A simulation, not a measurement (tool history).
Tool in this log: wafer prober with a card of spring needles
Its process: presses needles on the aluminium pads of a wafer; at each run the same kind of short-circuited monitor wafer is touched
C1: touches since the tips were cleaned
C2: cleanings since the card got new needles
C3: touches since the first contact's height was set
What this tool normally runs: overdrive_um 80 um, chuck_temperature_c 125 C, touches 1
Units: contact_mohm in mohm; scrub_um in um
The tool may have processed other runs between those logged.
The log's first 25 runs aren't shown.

run 26 hour=539.6 | overdrive_um=78 chuck_temperature_c=114 touches=2 | C1=6197 C2=34 C3=74100 | contact_mohm=332 scrub_um=12.16
-- hour=548.6 tips cleaned on abrasive film
run 27 hour=565.5 | overdrive_um=78 chuck_temperature_c=78 touches=2 | C1=4438 C2=35 C3=80878 | contact_mohm=319 scrub_um=12.25
-- hour=580.7 tips cleaned on abrasive film
run 28 hour=587.9 | overdrive_um=78 chuck_temperature_c=78 touches=2 | C1=1893 C2=36 C3=86721 | contact_mohm=285 scrub_um=12.17
run 29 hour=610.5 | overdrive_um=80 chuck_temperature_c=125 touches=2 | C1=7809 C2=36 C3=92637 | contact_mohm=337 scrub_um=12.52
-- hour=612.1 tips cleaned on abrasive film
run 30 hour=625.2 | overdrive_um=80 chuck_temperature_c=125 touches=2 | C1=3459 C2=37 C3=96486 | contact_mohm=308 scrub_um=12.50
run 31 hour=637.3 | overdrive_um=78 chuck_temperature_c=125 touches=3 | C1=6610 C2=37 C3=99637 | contact_mohm=311 scrub_um=12.27
-- hour=644.7 tips cleaned on abrasive film
run 32 hour=660.3 | overdrive_um=74 chuck_temperature_c=125 touches=1 | C1=4097 C2=38 C3=105656 | contact_mohm=370 scrub_um=11.52
-- hour=676.2 tips cleaned on abrasive film
run 33 hour=688.9 | overdrive_um=80 chuck_temperature_c=46 touches=1 | C1=3318 C2=39 C3=113120 | contact_mohm=338 scrub_um=12.51

Consider 3 possible next runs. They are alternatives, not a sequence: every one starts from the tool as it was left by run 33. What does each give?
run A hour=705.8 | overdrive_um=80 chuck_temperature_c=125 touches=2 | C1=7758 C2=39 C3=117560 | contact_mohm=? scrub_um=?
run B hour=705.8 | overdrive_um=72 chuck_temperature_c=125 touches=1 | C1=7758 C2=39 C3=117560 | contact_mohm=? scrub_um=?
run C hour=705.8 | overdrive_um=95 chuck_temperature_c=29 touches=2 | C1=7758 C2=39 C3=117560 | contact_mohm=? scrub_um=?

run=A contact_mohm=339 scrub_um=12.42
run=B contact_mohm=418 scrub_um=11.10
run=C contact_mohm=304 scrub_um=14.75
The same runs, with their run-to-run variation unchanged, on a tool lacking any hidden condition would have given:
run=A contact_mohm=265 scrub_um=12.61
run=B contact_mohm=268 scrub_um=11.29
run=C contact_mohm=240 scrub_um=14.94

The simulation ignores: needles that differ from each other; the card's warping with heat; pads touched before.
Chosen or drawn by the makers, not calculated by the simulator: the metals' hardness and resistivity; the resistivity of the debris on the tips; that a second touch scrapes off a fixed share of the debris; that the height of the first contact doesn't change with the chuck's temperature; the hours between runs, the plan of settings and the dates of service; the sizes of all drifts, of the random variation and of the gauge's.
